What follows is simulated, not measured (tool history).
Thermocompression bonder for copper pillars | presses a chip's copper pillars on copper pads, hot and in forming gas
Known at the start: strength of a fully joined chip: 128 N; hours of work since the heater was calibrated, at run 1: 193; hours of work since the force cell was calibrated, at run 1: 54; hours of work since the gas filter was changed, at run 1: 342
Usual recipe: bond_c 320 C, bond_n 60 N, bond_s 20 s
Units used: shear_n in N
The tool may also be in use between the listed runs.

run	hour	bond_c	bond_n	bond_s	hours of work since the heater was calibrated	hours of work since the force cell was calibrated	hours of work since the gas filter was changed	shear_n
1	0.0	320	60	20	193	54	342	44.0
2	9.8	320	47	20	199	60	348	33.9
# hour 15.5: forming gas filter changed
3	17.6	299	60	20	204	65	1	36.4
4	28.2	322	60	20	211	72	8	50.6
5	35.5	322	60	20	216	77	13	49.8
6	41.8	320	43	20	220	81	17	35.8
7	46.3	320	43	20	223	84	20	35.2
8	53.5	320	43	20	227	89	25	34.9
9	59.4	320	43	20	231	93	29	34.9
10	66.7	320	60	20	236	97	34	48.2
11	77.9	320	60	20	243	105	41	48.3
12	87.7	320	60	20	250	111	47	48.9
13	94.9	320	60	20	255	116	52	47.7
14	100.3	320	60	20	258	119	56	47.2
15	110.7	320	60	43	265	126	63	62.9
16	116.3	320	60	43	269	130	66	62.5
17	123.0	320	60	43	273	134	71	62.4
18	128.4	320	60	43	277	138	74	64.2
19	137.9	345	60	20	283	144	80	65.0
# hour 140.2: force cell calibrated
20	145.1	345	60	20	287	3	84	63.4
21	155.7	320	60	20	294	10	91	47.2
22	164.6	320	44	45	299	16	97	47.9
23	175.5	320	61	22	307	23	104	49.9
24	182.7	320	55	10	311	28	109	33.3
25	190.8	312	42	14	317	33	114	25.2
26	198.0	312	42	14	321	38	119	25.1
# hour 203.3: force cell calibrated, once more
27	205.4	311	44	16	325	1	123	28.5
28	215.9	311	44	16	332	8	130	27.9
29	226.8	311	50	13	339	15	137	29.7
30	236.1	311	50	13	345	22	143	29.2
31	243.1	315	72	12	350	26	148	42.0
32	250.1	315	72	12	355	31	152	42.1
33	259.6	315	72	41	361	37	158	66.4
34	264.9	315	72	41	364	40	162	67.2
35	270.5	330	39	16	368	44	166	32.0
36	280.7	315	38	28	375	51	172	32.2
37	285.5	315	38	28	378	54	175	32.1
38	290.0	325	69	11	381	57	178	44.4
39	295.2	325	69	11	384	60	182	45.4
40	302.2	297	44	36	389	65	186	31.9
41	309.9	309	60	20	394	70	191	40.0

Take each entry between the runs: how does the hidden state at the last listed run before it differ from the hidden state at the first listed run after it?
From run 2 to run 3: forming gas filter changed (hour 15.5)
  oxide that the forming gas leaves, % of the face: 11.82 -> 0.57
  what was measured, less what the result would be without the hidden state, shear_n: -3.7 -> +0.6 N
From run 19 to run 20: force cell calibrated (hour 140.2)
  force that reaches the chip, % of what is set: 98.8 -> 98.2; oxide that the forming gas leaves, % of the face: 3 -> 3.1
  what was measured, less what the result would be without the hidden state, shear_n: -0.7 -> -1.1 N
From run 26 to run 27: force cell calibrated, once more (hour 203.3)
  force that reaches the chip, % of what is set: 98 -> 99.6; oxide that the forming gas leaves, % of the face: 4.14 -> 4.24
  what was measured, less what the result would be without the hidden state, shear_n: -0.5 -> -0.1 N
